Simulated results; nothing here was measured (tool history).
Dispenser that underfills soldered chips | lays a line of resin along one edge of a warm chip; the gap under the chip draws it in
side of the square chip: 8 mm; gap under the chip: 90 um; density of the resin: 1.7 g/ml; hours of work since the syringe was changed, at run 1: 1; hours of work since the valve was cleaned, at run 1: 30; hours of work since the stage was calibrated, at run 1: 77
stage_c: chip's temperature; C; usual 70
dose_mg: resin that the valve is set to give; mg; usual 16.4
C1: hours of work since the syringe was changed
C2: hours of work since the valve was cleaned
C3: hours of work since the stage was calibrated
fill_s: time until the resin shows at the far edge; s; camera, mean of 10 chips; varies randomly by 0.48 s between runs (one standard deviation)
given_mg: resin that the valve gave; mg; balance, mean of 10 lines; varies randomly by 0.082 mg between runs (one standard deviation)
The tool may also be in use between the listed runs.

{"run": 1, "hour": 0.0, "stage_c": 70, "dose_mg": 16.4, "C1": 1, "C2": 30, "C3": 77, "fill_s": 39.3, "given_mg": 15.96}
{"run": 2, "hour": 2.4, "stage_c": 70, "dose_mg": 16.4, "C1": 3, "C2": 32, "C3": 79, "fill_s": 41.9, "given_mg": 16.02}
{"run": 3, "hour": 5.6, "stage_c": 70, "dose_mg": 16.4, "C1": 4, "C2": 34, "C3": 81, "fill_s": 46.7, "given_mg": 15.88}
{"run": 4, "hour": 10.5, "stage_c": 70, "dose_mg": 18.2, "C1": 7, "C2": 37, "C3": 84, "fill_s": 51.8, "given_mg": 17.81}
{"hour": 13.6, "done": "new syringe of resin"}
{"run": 5, "hour": 13.6, "stage_c": 70, "dose_mg": 16.4, "C1": 0, "C2": 38, "C3": 85, "fill_s": 37.0, "given_mg": 15.94}
{"run": 6, "hour": 17.9, "stage_c": 70, "dose_mg": 16.4, "C1": 3, "C2": 41, "C3": 88, "fill_s": 42.0, "given_mg": 15.9}
{"run": 7, "hour": 21.2, "stage_c": 58, "dose_mg": 16.4, "C1": 5, "C2": 43, "C3": 90, "fill_s": 71.7, "given_mg": 15.98}
{"run": 8, "hour": 25.9, "stage_c": 58, "dose_mg": 16.4, "C1": 7, "C2": 46, "C3": 93, "fill_s": 81.3, "given_mg": 15.74}
{"hour": 28.9, "done": "new syringe of resin"}
{"run": 9, "hour": 30.0, "stage_c": 70, "dose_mg": 18.3, "C1": 1, "C2": 48, "C3": 95, "fill_s": 38.2, "given_mg": 17.67}
{"hour": 33.5, "done": "dispensing valve cleaned and set on the balance"}
{"run": 10, "hour": 35.7, "stage_c": 70, "dose_mg": 18.3, "C1": 4, "C2": 1, "C3": 98, "fill_s": 43.6, "given_mg": 18.34}
{"run": 11, "hour": 39.1, "stage_c": 70, "dose_mg": 15.2, "C1": 6, "C2": 3, "C3": 100, "fill_s": 48.7, "given_mg": 15.28}
{"run": 12, "hour": 42.9, "stage_c": 70, "dose_mg": 15.2, "C1": 8, "C2": 6, "C3": 102, "fill_s": 53.3, "given_mg": 15.28}
{"hour": 45.1, "done": "new syringe of resin"}
{"run": 13, "hour": 47.8, "stage_c": 70, "dose_mg": 15.2, "C1": 2, "C2": 8, "C3": 105, "fill_s": 40.8, "given_mg": 15.11}
{"run": 14, "hour": 51.3, "stage_c": 70, "dose_mg": 16.9, "C1": 4, "C2": 11, "C3": 107, "fill_s": 43.9, "given_mg": 16.83}
{"run": 15, "hour": 54.3, "stage_c": 70, "dose_mg": 16.9, "C1": 6, "C2": 12, "C3": 109, "fill_s": 48.0, "given_mg": 16.92}
{"run": 16, "hour": 57.9, "stage_c": 70, "dose_mg": 16.9, "C1": 8, "C2": 15, "C3": 111, "fill_s": 51.7, "given_mg": 16.73}
{"hour": 60.7, "done": "new syringe of resin"}
{"run": 17, "hour": 63.5, "stage_c": 70, "dose_mg": 16.9, "C1": 2, "C2": 18, "C3": 114, "fill_s": 41.1, "given_mg": 16.87}
{"run": 18, "hour": 68.1, "stage_c": 70, "dose_mg": 16.9, "C1": 4, "C2": 21, "C3": 117, "fill_s": 46.2, "given_mg": 16.8}
{"run": 19, "hour": 70.9, "stage_c": 60, "dose_mg": 20.1, "C1": 6, "C2": 22, "C3": 119, "fill_s": 72.7, "given_mg": 19.87}
{"hour": 76.1, "done": "new syringe of resin"}
{"run": 20, "hour": 76.2, "stage_c": 60, "dose_mg": 20.1, "C1": 0, "C2": 25, "C3": 122, "fill_s": 55.1, "given_mg": 19.78}
{"run": 21, "hour": 79.3, "stage_c": 83, "dose_mg": 16.4, "C1": 2, "C2": 27, "C3": 124, "fill_s": 26.4, "given_mg": 16.04}
{"run": 22, "hour": 83.0, "stage_c": 57, "dose_mg": 16.1, "C1": 4, "C2": 29, "C3": 126, "fill_s": 75.0, "given_mg": 15.73}
{"run": 23, "hour": 86.4, "stage_c": 69, "dose_mg": 14.3, "C1": 6, "C2": 31, "C3": 128, "fill_s": 53.1, "given_mg": 13.99}
{"hour": 91.3, "done": "new syringe of resin"}
{"run": 24, "hour": 91.3, "stage_c": 63, "dose_mg": 14.3, "C1": 0, "C2": 34, "C3": 131, "fill_s": 49.3, "given_mg": 14.03}
{"run": 25, "hour": 95.9, "stage_c": 63, "dose_mg": 14.3, "C1": 3, "C2": 37, "C3": 134, "fill_s": 56.4, "given_mg": 13.82}
{"run": 26, "hour": 98.8, "stage_c": 69, "dose_mg": 15.7, "C1": 5, "C2": 39, "C3": 135, "fill_s": 48.2, "given_mg": 15.2}
{"run": 27, "hour": 101.3, "stage_c": 80, "dose_mg": 15.4, "C1": 6, "C2": 40, "C3": 137, "fill_s": 34.6, "given_mg": 14.9}

Forecast each of these 5 alternatives for the next run:
{"run": "A", "hour": 104.7, "stage_c": 67, "dose_mg": 15.4, "C1": 8, "C2": 42, "C3": 139, "fill_s": "?", "given_mg": "?"}
{"run": "B", "hour": 104.7, "stage_c": 70, "dose_mg": 17.9, "C1": 8, "C2": 42, "C3": 139, "fill_s": "?", "given_mg": "?"}
{"run": "C", "hour": 104.7, "stage_c": 82, "dose_mg": 21.1, "C1": 8, "C2": 42, "C3": 139, "fill_s": "?", "given_mg": "?"}
{"run": "D", "hour": 104.7, "stage_c": 73, "dose_mg": 15.3, "C1": 8, "C2": 42, "C3": 139, "fill_s": "?", "given_mg": "?"}
{"run": "E", "hour": 104.7, "stage_c": 70, "dose_mg": 15.8, "C1": 8, "C2": 42, "C3": 139, "fill_s": "?", "given_mg": "?"}

run=A fill_s=58.8 given_mg=14.91
run=B fill_s=52.0 given_mg=17.38
run=C fill_s=33.5 given_mg=20.50
run=D fill_s=47.3 given_mg=14.91
run=E fill_s=54.0 given_mg=15.40
Without the tool's unlogged condition, the same runs would have read:
run=A fill_s=40.5 given_mg=15.34
run=B fill_s=36.0 given_mg=17.88
run=C fill_s=23.2 given_mg=21.10
run=D fill_s=32.8 given_mg=15.34
run=E fill_s=37.6 given_mg=15.85

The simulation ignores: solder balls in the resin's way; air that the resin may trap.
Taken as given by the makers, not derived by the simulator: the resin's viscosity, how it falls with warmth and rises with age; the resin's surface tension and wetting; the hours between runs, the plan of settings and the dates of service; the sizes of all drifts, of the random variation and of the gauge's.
